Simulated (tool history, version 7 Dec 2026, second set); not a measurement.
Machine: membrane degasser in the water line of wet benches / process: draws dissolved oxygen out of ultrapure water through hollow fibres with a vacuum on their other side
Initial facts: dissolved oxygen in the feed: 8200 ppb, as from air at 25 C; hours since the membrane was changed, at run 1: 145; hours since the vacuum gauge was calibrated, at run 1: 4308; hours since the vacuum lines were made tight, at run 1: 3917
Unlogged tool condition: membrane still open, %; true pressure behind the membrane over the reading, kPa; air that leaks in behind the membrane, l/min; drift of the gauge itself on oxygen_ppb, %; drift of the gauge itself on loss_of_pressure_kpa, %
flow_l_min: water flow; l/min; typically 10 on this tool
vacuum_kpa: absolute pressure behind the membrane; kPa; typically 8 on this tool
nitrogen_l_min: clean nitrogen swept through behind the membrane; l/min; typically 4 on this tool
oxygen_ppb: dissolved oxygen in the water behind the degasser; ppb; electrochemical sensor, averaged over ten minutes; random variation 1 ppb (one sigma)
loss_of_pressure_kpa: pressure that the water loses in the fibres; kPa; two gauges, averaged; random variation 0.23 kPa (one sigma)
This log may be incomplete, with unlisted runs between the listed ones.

run     day  flow_l_min  vacuum_kpa  nitrogen_l_min  hours since the membrane was changed  hours since the vacuum gauge was calibrated  hours since the vacuum lines were made tight  oxygen_ppb  loss_of_pressure_kpa
  1       0          10           8               4                                   145                                         4308                                          3917        99.6                 59.96
  2   1.771          10           8               4                                   187                                         4350                                          3960         102                 59.54
      3.483  -- vacuum gauge calibrated
  3   4.525          10       18.07               4                                   253                                           25                                          4025       161.5                 59.61
  4   6.208          10           8               4                                   293                                           65                                          4065       101.1                 59.54
  5   7.946          10           8            4.12                                   335                                          107                                          4107        99.8                 59.87
  6  10.612          10        5.15               4                                   399                                          171                                          4171        82.8                 59.57
  7  11.904          15           8               4                                   430                                          202                                          4202       252.5                 89.63
  8  14.033          10           8               4                                   481                                          253                                          4253        99.4                 59.55

Estimate the outcome of run 9 from the log above:
  9  16.396          11         9.1               4                                   538                                          310                                          4310           ?                     ?

oxygen_ppb: 132 ppb
loss_of_pressure_kpa: 65.64 kPa
Without the tool's hidden state the same run would have given oxygen_ppb 131.9 ppb, loss_of_pressure_kpa 65.64 kPa.

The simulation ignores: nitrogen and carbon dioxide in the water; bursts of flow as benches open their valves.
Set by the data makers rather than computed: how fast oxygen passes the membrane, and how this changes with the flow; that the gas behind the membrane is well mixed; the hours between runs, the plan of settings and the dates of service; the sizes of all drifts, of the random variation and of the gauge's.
